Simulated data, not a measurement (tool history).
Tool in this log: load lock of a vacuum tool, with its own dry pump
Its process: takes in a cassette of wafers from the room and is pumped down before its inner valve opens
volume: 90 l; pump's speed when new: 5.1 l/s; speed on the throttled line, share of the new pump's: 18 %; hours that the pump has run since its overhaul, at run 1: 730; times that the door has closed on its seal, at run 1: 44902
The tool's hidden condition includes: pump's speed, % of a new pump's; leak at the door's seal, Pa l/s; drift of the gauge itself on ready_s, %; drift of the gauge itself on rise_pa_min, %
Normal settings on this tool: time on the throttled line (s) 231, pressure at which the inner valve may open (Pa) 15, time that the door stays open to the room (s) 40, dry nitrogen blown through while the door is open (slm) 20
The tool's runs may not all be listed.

run	day	time on the throttled line (s)	pressure at which the inner valve may open (Pa)	time that the door stays open to the room (s)	dry nitrogen blown through while the door is open (slm)	hours that the pump has run since its overhaul	times that the door has closed on its seal	incoming humidity of the room's air, %	time from the closed door until the inner valve may open (s)	rise of the pressure with all valves shut (Pa/min)
1	0.000	231	15	40	20	730	44902	44.6	349.1	0.655
# day 12.321: door's seal changed, seat wiped
2	19.196	354	15	40	20	1189	755	45.3	450.8	0.020
3	36.667	354	15	40	20	1609	2673	45.5	451.3	0.034
4	52.292	354	15	40	20	1984	4389	41.3	449.4	0.030
5	67.396	354	15	40	20	2346	6047	44.1	451.2	0.045
6	81.854	231	15	40	20	2693	7635	41.9	347.5	0.054
7	100.325	231	15	40	20	3136	9663	43.8	352.1	0.071
8	119.488	231	15	40	20	3596	11767	45.7	354.9	0.093
9	135.183	231	15	40	20	3973	13490	44.8	357.7	0.109
10	154.362	231	15	40	20	4433	15596	42.5	356.7	0.122
11	176.688	355	22	29	8	4969	18047	42.3	448.6	0.146
12	188.067	200	13	31	35	5242	19297	42.6	336.0	0.157
13	205.575	262	15	40	20	5662	21219	45.4	384.0	0.183
14	215.900	351	16	40	20	5910	22353	45.5	454.0	0.203
15	238.908	351	16	40	20	6462	24879	45.5	457.6	0.237
16	255.129	136	27	42	15	6852	26660	44.8	274.0	0.268
17	278.125	433	15	94	20	7404	29185	45.1	518.9	0.321
18	292.721	368	15	40	18	7754	30788	45.6	478.7	0.335
19	312.271	207	23	73	6	8223	32934	46.8	339.0	0.383

What if the next run were any one of these 3? Each begins from the tool's condition after run 19:
A	334.958	207	15	73	6	8768	35426	45.4	?	?
B	334.958	231	15	40	20	8768	35426	43.4	?	?
C	334.958	346	24	98	6	8768	35426	42.6	?	?

run	time from the closed door until the inner valve may open (s)	rise of the pressure with all valves shut (Pa/min)
A	351.8	0.427
B	372.8	0.404
C	451.2	0.432
Without the tool's hidden state the same runs would have given:
run	time from the closed door until the inner valve may open (s)	rise of the pressure with all valves shut (Pa/min)
A	328.2	0.028
B	350.3	0.010
C	434.2	0.031
